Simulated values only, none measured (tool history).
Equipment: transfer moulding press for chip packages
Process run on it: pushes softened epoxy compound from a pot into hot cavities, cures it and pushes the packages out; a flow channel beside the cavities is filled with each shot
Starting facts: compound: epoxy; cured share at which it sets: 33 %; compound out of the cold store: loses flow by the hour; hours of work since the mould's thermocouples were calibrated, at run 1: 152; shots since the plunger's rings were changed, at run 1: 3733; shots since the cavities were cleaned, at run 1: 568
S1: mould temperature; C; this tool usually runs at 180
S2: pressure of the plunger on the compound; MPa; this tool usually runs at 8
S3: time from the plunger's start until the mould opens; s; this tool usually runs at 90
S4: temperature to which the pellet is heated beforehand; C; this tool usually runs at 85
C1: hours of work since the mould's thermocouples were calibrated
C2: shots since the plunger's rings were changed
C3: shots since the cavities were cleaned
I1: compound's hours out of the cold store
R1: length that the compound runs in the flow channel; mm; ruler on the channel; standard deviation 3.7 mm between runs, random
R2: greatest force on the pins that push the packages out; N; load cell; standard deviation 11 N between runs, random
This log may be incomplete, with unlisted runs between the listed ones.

run 1 day=0 | S1=180 S2=8 S3=90 S4=85 | C1=152 C2=3733 C3=568 | I1=45.4 | R1=692 R2=499
run 2 day=0.817 | S1=180 S2=8 S3=90 S4=90 | C1=163 C2=3964 C3=799 | I1=45.2 | R1=700 R2=472
-- day=1.879 cavities cleaned with cleaning compound and waxed
run 3 day=2.208 | S1=180 S2=8 S3=90 S4=90 | C1=181 C2=4339 C3=93 | I1=41.6 | R1=708 R2=489
-- day=4.092 plunger's sealing rings changed
run 4 day=4.121 | S1=186 S2=8 S3=90 S4=90 | C1=205 C2=8 C3=603 | I1=39.2 | R1=698 R2=395
run 5 day=5.517 | S1=173 S2=8 S3=90 S4=90 | C1=223 C2=402 C3=997 | I1=14 | R1=804 R2=858
-- day=5.842 cavities cleaned with cleaning compound and waxed
run 6 day=7.05 | S1=180 S2=8 S3=90 S4=85 | C1=243 C2=817 C3=341 | I1=35.6 | R1=727 R2=501
run 7 day=8.467 | S1=180 S2=8 S3=90 S4=85 | C1=262 C2=1216 C3=740 | I1=41.9 | R1=705 R2=472
run 8 day=9.388 | S1=176 S2=8 S3=90 S4=85 | C1=274 C2=1476 C3=1000 | I1=38.5 | R1=725 R2=651
-- day=9.704 cavities cleaned with cleaning compound and waxed
run 9 day=10.496 | S1=176 S2=8 S3=90 S4=85 | C1=288 C2=1772 C3=224 | I1=27.7 | R1=753 R2=650
run 10 day=12.133 | S1=176 S2=8 S3=90 S4=85 | C1=310 C2=2234 C3=686 | I1=30 | R1=754 R2=652
-- day=13.629 cavities cleaned with cleaning compound and waxed
run 11 day=13.85 | S1=180 S2=8 S3=90 S4=78 | C1=332 C2=2700 C3=61 | I1=43.2 | R1=710 R2=472
run 12 day=14.679 | S1=180 S2=8 S3=90 S4=78 | C1=343 C2=2935 C3=296 | I1=28.6 | R1=742 R2=510
run 13 day=16.421 | S1=180 S2=8 S3=90 S4=78 | C1=367 C2=3426 C3=787 | I1=9.6 | R1=786 R2=534
-- day=17.458 cavities cleaned with cleaning compound and waxed
run 14 day=18.3 | S1=180 S2=8 S3=90 S4=78 | C1=391 C2=3939 C3=238 | I1=39 | R1=715 R2=491
run 15 day=19.617 | S1=180 S2=9.64 S3=90 S4=85 | C1=409 C2=4311 C3=610 | I1=11.4 | R1=865 R2=518
run 16 day=20.583 | S1=180 S2=6.13 S3=90 S4=85 | C1=421 C2=4583 C3=882 | I1=38.4 | R1=629 R2=496
-- day=21.271 cavities cleaned with cleaning compound and waxed
-- day=21.588 plunger's sealing rings changed
run 17 day=22.267 | S1=180 S2=6.26 S3=77 S4=85 | C1=442 C2=192 C3=251 | I1=34.5 | R1=647 R2=682
run 18 day=23.642 | S1=184 S2=8.33 S3=90 S4=85 | C1=460 C2=581 C3=640 | I1=37.9 | R1=715 R2=412
run 19 day=24.467 | S1=184 S2=8.33 S3=90 S4=85 | C1=471 C2=813 C3=872 | I1=47.6 | R1=694 R2=413
-- day=25.304 cavities cleaned with cleaning compound and waxed
run 20 day=26.162 | S1=180 S2=6.47 S3=90 S4=91 | C1=493 C2=1274 C3=242 | I1=14.3 | R1=702 R2=474
run 21 day=27.804 | S1=180 S2=8 S3=99 S4=84 | C1=515 C2=1737 C3=705 | I1=40.3 | R1=712 R2=432
run 22 day=28.617 | S1=180 S2=6.48 S3=90 S4=93 | C1=526 C2=1967 C3=935 | I1=14.5 | R1=694 R2=497

Run 23 comes next. What will it give?
-- day=29.204 cavities cleaned with cleaning compound and waxed
run 23 day=29.575 | S1=177 S2=8 S3=75 S4=85 | C1=538 C2=2220 C3=105 | I1=10.1 | R1=? R2=?

{"run 23": {"R1": 802, "R2": 1027}}
On a tool with no hidden condition, and with the same random variation, this run would have come out at R1 802 mm, R2 1026 N.

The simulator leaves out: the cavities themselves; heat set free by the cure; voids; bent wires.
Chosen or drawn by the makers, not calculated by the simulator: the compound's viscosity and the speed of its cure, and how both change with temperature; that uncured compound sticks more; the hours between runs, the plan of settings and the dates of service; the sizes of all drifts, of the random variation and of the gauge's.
